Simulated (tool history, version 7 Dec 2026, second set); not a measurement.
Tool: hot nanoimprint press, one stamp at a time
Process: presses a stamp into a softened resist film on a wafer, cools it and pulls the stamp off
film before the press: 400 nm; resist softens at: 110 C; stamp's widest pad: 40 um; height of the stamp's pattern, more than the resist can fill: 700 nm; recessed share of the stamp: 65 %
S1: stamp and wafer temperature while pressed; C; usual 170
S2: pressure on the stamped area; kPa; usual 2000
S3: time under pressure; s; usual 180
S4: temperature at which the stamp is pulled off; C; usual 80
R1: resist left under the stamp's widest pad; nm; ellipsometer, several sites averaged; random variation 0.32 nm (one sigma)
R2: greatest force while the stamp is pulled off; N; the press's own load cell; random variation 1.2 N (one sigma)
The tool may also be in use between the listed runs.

Run 1, hour 0: usual settings. Result: R1 189.7 nm, R2 108 N.
Run 2, hour 8.6: usual settings but S1 166 C. Result: R1 217.4 nm, R2 111 N.
Run 3, hour 18.4: usual settings but S1 166 C. Result: R1 216.5 nm, R2 108 N.
Run 4, hour 27.3: usual settings but S1 166 C. Result: R1 217.7 nm, R2 110 N.
Run 5, hour 37.7: usual settings but S1 166 C. Result: R1 216.9 nm, R2 111 N.
Run 6, hour 43.5: usual settings but S3 283 s. Result: R1 165 nm, R2 112 N.
Run 7, hour 52.3: usual settings. Result: R1 190 nm, R2 113 N.
Run 8, hour 61.2: usual settings. Result: R1 191 nm, R2 114 N.
At hour 68: plate thermocouple calibrated.
Run 9, hour 73.8: usual settings. Result: R1 187.2 nm, R2 115 N.
Run 10, hour 83.6: usual settings. Result: R1 187.5 nm, R2 113 N.
Run 11, hour 88.1: usual settings. Result: R1 187.6 nm, R2 113 N.
At hour 100.6: stamp cleaned and given a new release coat.
Run 12, hour 102.5: usual settings but S3 165 s. Result: R1 192.3 nm, R2 92 N.
Run 13, hour 112.9: usual settings. Result: R1 187.4 nm, R2 94 N.
Run 14, hour 122.8: usual settings but S2 2310 kPa, S4 74 C. Result: R1 172.8 nm, R2 110 N.
Run 15, hour 128.3: usual settings but S2 2310 kPa, S4 74 C. Result: R1 172.9 nm, R2 108 N.
Run 16, hour 139.5: usual settings but S2 2310 kPa, S4 74 C. Result: R1 174 nm, R2 111 N.
Run 17, hour 144.1: usual settings but S1 180 C, S2 1590 kPa, S3 237 s, S4 73 C. Result: R1 142.2 nm, R2 114 N.
Run 18, hour 150.8: usual settings but S1 180 C, S2 1590 kPa, S3 237 s, S4 73 C. Result: R1 142.8 nm, R2 113 N.
Run 19, hour 159.1: usual settings but S1 160 C, S2 1590 kPa, S3 237 s, S4 85 C. Result: R1 268.1 nm, R2 84 N.
Run 20, hour 170.2: usual settings but S1 172 C, S2 1590 kPa, S3 104 s. Result: R1 234.5 nm, R2 99 N.
Run 21, hour 181.3: usual settings but S2 1680 kPa. Result: R1 207 nm, R2 95 N.
Run 22, hour 192: usual settings but S2 1680 kPa. Result: R1 207.3 nm, R2 98 N.
Run 23, hour 197.1: usual settings but S1 165 C. Result: R1 222.3 nm, R2 103 N.
Run 24, hour 202.6: usual settings but S1 177 C, S2 2270 kPa. Result: R1 139.5 nm, R2 98 N.
Run 25, hour 208.5: usual settings but S2 1310 kPa, S4 65 C. Result: R1 234.9 nm, R2 142 N.
Run 26, hour 215.4: usual settings but S1 166 C, S4 83 C. Result: R1 215.7 nm, R2 94 N.

Forecast each of these 4 alternatives for the next run:
Run A, hour 224.7: usual settings but S2 1830 kPa. Result: R1 ?, R2 ?.
Run B, hour 224.7: usual settings but S1 168 C, S2 2240 kPa, S4 83 C. Result: R1 ?, R2 ?.
Run C, hour 224.7: usual settings but S1 166 C, S3 108 s, S4 84 C. Result: R1 ?, R2 ?.
Run D, hour 224.7: usual settings but S1 176 C. Result: R1 ?, R2 ?.

run     R1   R2
  A    198  101
  B  189.5   93
  C  248.5   92
  D  155.4  103
Without the tool's hidden state the same runs would have given:
run     R1  R2
  A  193.7  90
  B  184.8  83
  C  243.5  83
  D  151.8  92

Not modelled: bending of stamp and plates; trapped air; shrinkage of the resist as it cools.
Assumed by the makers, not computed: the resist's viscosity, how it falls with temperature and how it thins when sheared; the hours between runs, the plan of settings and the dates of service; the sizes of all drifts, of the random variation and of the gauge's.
